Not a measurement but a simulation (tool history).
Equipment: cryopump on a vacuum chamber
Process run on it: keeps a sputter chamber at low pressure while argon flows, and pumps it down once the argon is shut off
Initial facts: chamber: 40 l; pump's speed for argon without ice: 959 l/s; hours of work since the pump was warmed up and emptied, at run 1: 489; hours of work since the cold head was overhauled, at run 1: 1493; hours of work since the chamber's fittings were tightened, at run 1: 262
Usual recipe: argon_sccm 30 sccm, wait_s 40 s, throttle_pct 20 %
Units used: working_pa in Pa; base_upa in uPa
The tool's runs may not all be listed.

| run | hour | argon_sccm | wait_s | throttle_pct | hours of work since the pump was warmed up and emptied | hours of work since the cold head was overhauled | hours of work since the chamber's fittings were tightened | working_pa | base_upa |
|---|---|---|---|---|---|---|---|---|---|
| 1 | 0 | 30 | 40 | 20 | 489 | 1493 | 262 | 0.2699 | 3.79 |
| 2 | 50.6 | 30 | 40 | 21 | 517 | 1521 | 290 | 0.2567 | 3.83 |
| 3 | 108 | 13 | 40 | 20 | 548 | 1553 | 322 | 0.1166 | 3.92 |
| 4 | 170.4 | 13 | 40 | 20 | 583 | 1588 | 357 | 0.1181 | 4 |
| 5 | 215.8 | 13 | 40 | 20 | 608 | 1613 | 382 | 0.1178 | 4.02 |
| 6 | 248.9 | 13 | 40 | 20 | 627 | 1631 | 401 | 0.1169 | 4.06 |
| 7 | 315.8 | 18 | 40 | 20 | 664 | 1668 | 438 | 0.1641 | 4.32 |
| 8 | 367.2 | 18 | 40 | 20 | 693 | 1697 | 466 | 0.1615 | 4.23 |
| 9 | 433.8 | 18 | 40 | 20 | 729 | 1734 | 503 | 0.1625 | 4.26 |
| 10 | 474 | 13 | 40 | 20 | 752 | 1756 | 526 | 0.1164 | 4.37 |
| 11 | 550.8 | 13 | 212 | 20 | 794 | 1799 | 568 | 0.1191 | 2.06 |
| 12 | 597.8 | 30 | 40 | 57 | 821 | 1825 | 594 | 0.1001 | 4.52 |
| 13 | 662.1 | 30 | 40 | 57 | 856 | 1861 | 630 | 0.1013 | 4.62 |
| 14 | 695.8 | 30 | 40 | 57 | 875 | 1880 | 649 | 0.101 | 4.74 |
| 15 | 751.8 | 30 | 40 | 57 | 906 | 1911 | 680 | 0.1015 | 4.88 |
| 16 | 823.6 | 30 | 40 | 57 | 946 | 1951 | 720 | 0.1012 | 4.76 |
| 17 | 858.2 | 28 | 40 | 20 | 965 | 1970 | 739 | 0.2553 | 4.83 |
|  | 866.8 | pump warmed up, emptied and cooled again |
| 18 | 901.3 | 28 | 40 | 20 | 19 | 1991 | 760 | 0.2476 | 4.71 |
| 19 | 972.9 | 25 | 40 | 20 | 59 | 2031 | 800 | 0.2216 | 4.57 |

Expected results for the next run?
| 20 | 1020.2 | 30 | 39 | 20 | 85 | 2057 | 826 | ? | ? |

{"run 20": {"working_pa": 0.2667, "base_upa": 4.89}}
Were there no unlogged condition in the tool, this run, its random variation unchanged, would have produced working_pa 0.2642 Pa, base_upa 3.33 uPa.
